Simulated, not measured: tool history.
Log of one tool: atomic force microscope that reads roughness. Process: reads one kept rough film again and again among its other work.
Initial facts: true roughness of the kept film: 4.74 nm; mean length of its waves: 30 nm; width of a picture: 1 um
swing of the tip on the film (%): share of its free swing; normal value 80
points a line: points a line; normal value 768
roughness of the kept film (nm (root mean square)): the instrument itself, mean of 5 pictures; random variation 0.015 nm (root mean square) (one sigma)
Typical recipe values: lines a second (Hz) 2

run,day,lines a second (Hz),swing of the tip on the film (%),points a line,roughness of the kept film (nm (root mean square))
1,0,2,80,768,3.65
2,1.854,2,80,768,3.669
# day 2.625: new tip fitted
3,3.746,2,80,768,3.666
4,4.908,2,80,768,3.642
# day 5.804: new tip fitted
5,6.367,2,71,768,3.859
6,7.604,2,80,768,3.654
# day 9.038: new tip fitted
7,9.525,2,80,811,3.668
8,10.442,2.08,77,340,3.698
9,11.588,2.22,80,768,3.63
# day 12.346: new tip fitted
10,12.979,2,87,768,3.44
11,14.075,2.76,80,384,3.468
# day 15.604: new tip fitted
12,15.683,2.29,80,639,3.576
13,17.596,2.29,80,639,3.578
# day 18.812: new tip fitted
14,18.812,1.81,61,541,4.037

Alternative continuations, all from the tool just after run 14; predict every row:
A,20.488,3.32,61,541,?
B,20.488,1.18,80,768,?
C,20.488,2,74,768,?
D,20.488,1.81,88,372,?

run,roughness of the kept film (nm (root mean square))
A,3.898
B,3.886
C,3.812
D,3.463
What these runs would have given with no unlogged condition in the tool:
run,roughness of the kept film (nm (root mean square))
A,3.901
B,3.889
C,3.815
D,3.466

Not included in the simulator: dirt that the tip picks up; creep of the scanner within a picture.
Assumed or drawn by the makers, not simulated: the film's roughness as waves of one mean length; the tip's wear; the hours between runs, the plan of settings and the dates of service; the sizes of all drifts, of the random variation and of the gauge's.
